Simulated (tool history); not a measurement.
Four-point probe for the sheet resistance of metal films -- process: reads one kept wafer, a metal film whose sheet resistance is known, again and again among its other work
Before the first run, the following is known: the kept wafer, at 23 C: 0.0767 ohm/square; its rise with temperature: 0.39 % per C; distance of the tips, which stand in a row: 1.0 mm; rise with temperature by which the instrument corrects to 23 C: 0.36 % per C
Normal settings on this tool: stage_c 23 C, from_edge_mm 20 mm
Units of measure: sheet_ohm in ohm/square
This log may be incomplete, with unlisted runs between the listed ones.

run,hour,stage_c,from_edge_mm,sheet_ohm
1,0,23,20,0.076602
2,20.9,23,20,0.076586
3,38.9,31,20,0.07674
4,65.1,31,20,0.076752
5,98,23,20,0.076568
6,128.9,19,20,0.076492
7,143.7,20,20,0.076493
8,158.3,23,20,0.076574
9,181.1,23,20,0.076551
10,210.5,23,30,0.076489
11,233.9,23,9,0.076984
12,256.1,23,20,0.07655
13,275.6,23,49,0.076482
14,300.3,23,49,0.076452
15,321.1,23,20,0.076553
16,342.4,23,20,0.076543
17,365,23,20,0.076524
18,391.7,23,24,0.076484
19,414.9,23,24,0.076467
20,438.1,23,24,0.07648
21,458.2,23,20,0.076483
22,472.1,23,20,0.076503
23,497.7,21,5,0.077938
24,513.5,34,9,0.077126
25,532.8,29,12,0.07678
26,554.9,22,12,0.076664
27,580.6,24,68,0.076411
28,612,23,3,0.080661
29,632.6,23,3,0.080644
30,648.1,21,18,0.076416
31,680.2,22,15,0.076518
32,705.7,25,13,0.076623
33,735.2,33,14,0.076778
34,765,33,14,0.076749
35,784.4,21,14,0.076516
36,816.5,21,66,0.076291
37,845.4,21,66,0.076303
38,878.8,26,45,0.076391
39,893.4,26,45,0.0764
40,913,19,7,0.077053
41,940,19,7,0.077045
42,960.3,19,7,0.077036
43,993.4,21,19,0.076359
44,1027.2,28,17,0.076489

Per-run results on a tool with no hidden state, each run keeping its own random variation:
Unlogged tool condition in this case: inner tips' distance over the nominal, %; tips' flats over new ones', %; wafer's true temperature over the reading, C; drift of the gauge itself on sheet_ohm, %.
run,sheet_ohm
1,0.076802
2,0.076791
3,0.076945
4,0.076963
5,0.07679
6,0.076722
7,0.076726
8,0.076809
9,0.076791
10,0.076735
11,0.077237
12,0.076807
13,0.076742
14,0.076718
15,0.076824
16,0.076819
17,0.076804
18,0.07677
19,0.076758
20,0.076777
21,0.076784
22,0.076807
23,0.078254
24,0.077435
25,0.077095
26,0.076988
27,0.076738
28,0.081013
29,0.081
30,0.07676
31,0.076868
32,0.076977
33,0.077135
34,0.077112
35,0.076891
36,0.076673
37,0.076691
38,0.076783
39,0.076795
40,0.077462
41,0.07746
42,0.077455
43,0.07678
44,0.076912
